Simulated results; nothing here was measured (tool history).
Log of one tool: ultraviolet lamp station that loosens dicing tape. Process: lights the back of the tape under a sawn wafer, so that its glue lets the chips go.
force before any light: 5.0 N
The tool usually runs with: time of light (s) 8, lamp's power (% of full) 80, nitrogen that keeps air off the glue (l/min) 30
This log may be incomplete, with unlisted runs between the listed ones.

run,hour,time of light (s),lamp's power (% of full),nitrogen that keeps air off the glue (l/min),force that peels the tape off (N),light that reached the tape (mJ/cm²)
1,0.0,8,80,30,0.614,417
2,9.2,8,80,30,0.617,415
3,22.2,8,80,10,1.260,405
4,39.3,8,80,10,1.240,405
5,56.9,8,80,30,0.616,402
6,75.8,8,80,22,0.714,436
7,94.2,8,62,30,0.862,336
8,103.9,8,62,30,0.875,331
9,118.0,8,80,30,0.586,430
10,128.5,8,80,30,0.585,425
11,137.4,8,82,30,0.558,431
12,152.6,8,82,30,0.551,428
13,165.4,8,80,30,0.604,413
14,179.8,8,80,23,0.720,412
15,194.8,8,80,23,0.746,412
16,209.7,8,64,30,0.925,329
17,226.4,8,80,30,0.624,408
18,239.9,15,80,30,0.195,764
19,248.2,15,80,30,0.203,759
20,258.5,15,80,30,0.194,763
21,266.4,15,80,30,0.209,753
22,277.7,15,80,30,0.202,755
23,291.5,6,63,12,2.082,234
24,306.2,8,89,30,0.536,442
25,318.4,8,89,30,0.557,438
26,329.3,8,75,30,0.767,367
27,347.1,9,83,41,0.425,450
28,365.5,4,80,22,1.986,196
29,373.4,4,80,22,1.998,196
30,383.3,6,70,22,1.530,249
31,393.7,16,80,22,0.232,770
32,402.9,16,80,22,0.246,762
33,416.2,14,80,22,0.317,660
34,431.4,14,60,22,0.478,534
35,441.7,6,98,17,1.078,370
36,457.9,10,87,10,0.837,549
37,475.9,10,87,10,0.837,536
38,494.1,10,87,10,0.823,536
39,507.5,10,87,10,0.861,533
40,525.2,12,62,26,0.564,455
41,536.5,11,67,35,0.504,450
42,552.1,11,67,35,0.480,445
43,565.1,11,67,35,0.489,440

Not shown: 2 entries that the log had between the listed runs. Between which runs, and how does the tool's hidden state differ before and after?
Run 5 -> run 6: window cleaned of glue's vapour (hour 70.3)
  lamp's light, % of a new lamp's: 98.2 -> 97.9; light that the window lets through, % of a clean one's: 92.3 -> 99.9
  measured minus no-state result, force that peels the tape off (N): +0.102 -> +0.028; light that reached the tape (mJ/cm²): -42 -> -10
Run 33 -> run 34: window cleaned of glue's vapour (hour 429.6)
  lamp's light, % of a new lamp's: 92 -> 91.7; light that the window lets through, % of a clean one's: 92.3 -> 99.3
  measured minus no-state result, force that peels the tape off (N): +0.079 -> +0.080; light that reached the tape (mJ/cm²): -118 -> -53

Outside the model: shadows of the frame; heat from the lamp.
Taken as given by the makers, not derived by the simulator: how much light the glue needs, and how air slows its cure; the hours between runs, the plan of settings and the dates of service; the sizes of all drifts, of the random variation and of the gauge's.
